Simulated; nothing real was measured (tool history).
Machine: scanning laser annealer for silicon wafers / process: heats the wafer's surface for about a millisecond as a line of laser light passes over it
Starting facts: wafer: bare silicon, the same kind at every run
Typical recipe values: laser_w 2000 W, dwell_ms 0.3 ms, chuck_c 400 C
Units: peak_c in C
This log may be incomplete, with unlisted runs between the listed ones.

run     day  laser_w  dwell_ms  chuck_c  peak_c
  1       0     2000       0.3      400    1154
  2   1.462     2000       0.3      400    1154
  3   2.492     2000       0.3      400    1155
  4   4.604     2000       0.3      400    1152
  5   5.604     2000       0.3      400    1155
  6   7.771     2000       0.3      400    1154
  7   8.717     1928       0.3      400    1119
  8  10.333     2000       0.3      400    1149
  9  11.396     2000       0.3      400    1153
 10  13.458     2000       0.3      400    1152
 11  15.121     2000       0.3      400    1147
 12  17.246     2000       0.3      400    1146
     17.558  -- optics aligned, line set to its width
 13  19.312     2000       0.3      408    1149
     19.533  -- window over the wafer cleaned
     20.929  -- optics aligned, line set to its width, once more
 14  21.462     2000       0.3      408    1178
 15  22.604     2000       0.3      408    1173
 16  24.442     2000       0.3      437    1206
 17  25.754     2000       0.3      437    1204
 18  27.004     2000       0.3      437    1202
 19  29.004     2000       0.3      437    1202
 20  30.671     1838     0.301      437    1138
 21  31.679     2145     0.221      400    1117
 22  33.692     2120      0.34      400    1263
 23  34.804     1898      0.34      428    1192
 24  36.604     1898      0.34      428    1191
 25  38.262     2138     0.321      411    1254
 26  39.283     2138     0.321      411    1252
 27  40.879     1869     0.348      363    1121
 28  41.829     1869     0.348      363    1122
 29  43.017     1934     0.348      367    1154
 30  44.946     2028       0.3      427    1200
 31  46.171     1947     0.251      415    1091
 32  47.429     1840     0.372      415    1179
 33  49.575     1840     0.372      415    1179
 34    50.9     1840     0.372      415    1178
 35  52.262     1910     0.251      429    1095
 36  54.346     1910     0.251      429    1091
 37  55.488     1806     0.217      367     955
 38  56.554     1773       0.3      370    1034

Predict each of these 5 candidate next runs independently; none follows another, all start after run 38:
  A  57.854     2000     0.334      400       ?
  B  57.854     2167       0.3      382       ?
  C  57.854     1905       0.3      430       ?
  D  57.854     1773       0.3      437       ?
  E  57.854     2000       0.3      413       ?

run  peak_c
  A    1189
  B    1201
  C    1143
  D    1096
  E    1167
With no hidden state in the tool, these same runs would have given:
run  peak_c
  A    1212
  B    1225
  C    1164
  D    1116
  E    1189

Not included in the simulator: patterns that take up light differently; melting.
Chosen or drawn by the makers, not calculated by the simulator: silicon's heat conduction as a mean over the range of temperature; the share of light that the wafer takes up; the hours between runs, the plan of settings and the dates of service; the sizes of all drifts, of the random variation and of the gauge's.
